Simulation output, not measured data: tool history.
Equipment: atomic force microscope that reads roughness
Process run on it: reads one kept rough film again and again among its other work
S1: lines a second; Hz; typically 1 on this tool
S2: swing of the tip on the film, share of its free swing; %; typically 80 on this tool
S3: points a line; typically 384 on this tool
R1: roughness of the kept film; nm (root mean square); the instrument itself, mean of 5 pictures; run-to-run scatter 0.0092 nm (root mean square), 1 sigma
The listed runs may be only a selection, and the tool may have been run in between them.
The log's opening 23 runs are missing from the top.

run 24 hour=569.3 | S1=0.58 S2=63 S3=874 | R1=1.752
run 25 hour=586.1 | S1=0.58 S2=63 S3=874 | R1=1.721
-- hour=601.6 new tip fitted
run 26 hour=601.6 | S1=0.97 S2=77 S3=874 | R1=2.1
-- hour=604.8 height scale calibrated on a step standard
run 27 hour=633.8 | S1=1.16 S2=63 S3=257 | R1=1.981
run 28 hour=661.6 | S1=1 S2=85 S3=1014 | R1=1.97
run 29 hour=692 | S1=1 S2=85 S3=1014 | R1=1.918
run 30 hour=713.3 | S1=1.36 S2=80 S3=384 | R1=1.843
-- hour=727.1 height scale calibrated on a step standard, once more
run 31 hour=739.5 | S1=0.85 S2=61 S3=384 | R1=1.875
run 32 hour=759.7 | S1=0.85 S2=87 S3=734 | R1=1.831
run 33 hour=779.4 | S1=1.61 S2=81 S3=267 | R1=1.723
run 34 hour=810.1 | S1=1.61 S2=81 S3=267 | R1=1.695
run 35 hour=827.8 | S1=3.29 S2=73 S3=805 | R1=1.688
run 36 hour=844.6 | S1=3.29 S2=73 S3=805 | R1=1.684
run 37 hour=874.1 | S1=0.91 S2=58 S3=384 | R1=1.711
run 38 hour=888.8 | S1=0.91 S2=58 S3=384 | R1=1.702
-- hour=904.2 new tip fitted
run 39 hour=915.6 | S1=0.91 S2=58 S3=384 | R1=2.081
run 40 hour=941.5 | S1=0.91 S2=58 S3=384 | R1=2.026
run 41 hour=976.5 | S1=1.68 S2=63 S3=384 | R1=1.946
run 42 hour=994.1 | S1=1.68 S2=63 S3=384 | R1=1.928
run 43 hour=1028.1 | S1=1.68 S2=63 S3=384 | R1=1.884
run 44 hour=1059.2 | S1=1 S2=77 S3=586 | R1=1.836
run 45 hour=1074 | S1=1 S2=77 S3=586 | R1=1.825
run 46 hour=1107.3 | S1=2.91 S2=87 S3=339 | R1=1.592

What if the next run were any one of these 5? Each begins from the tool's condition after run 46:
run A hour=1142.4 | S1=2.35 S2=83 S3=640 | R1=?
run B hour=1142.4 | S1=1.04 S2=87 S3=292 | R1=?
run C hour=1142.4 | S1=1.11 S2=83 S3=1003 | R1=?
run D hour=1142.4 | S1=1.5 S2=65 S3=765 | R1=?
run E hour=1142.4 | S1=0.96 S2=80 S3=384 | R1=?

run=A R1=1.648
run=B R1=1.664
run=C R1=1.722
run=D R1=1.742
run=E R1=1.698
Stripped of hidden state, with their random variation kept, the same runs would have yielded:
run=A R1=1.996
run=B R1=2.015
run=C R1=2.086
run=D R1=2.108
run=E R1=2.058
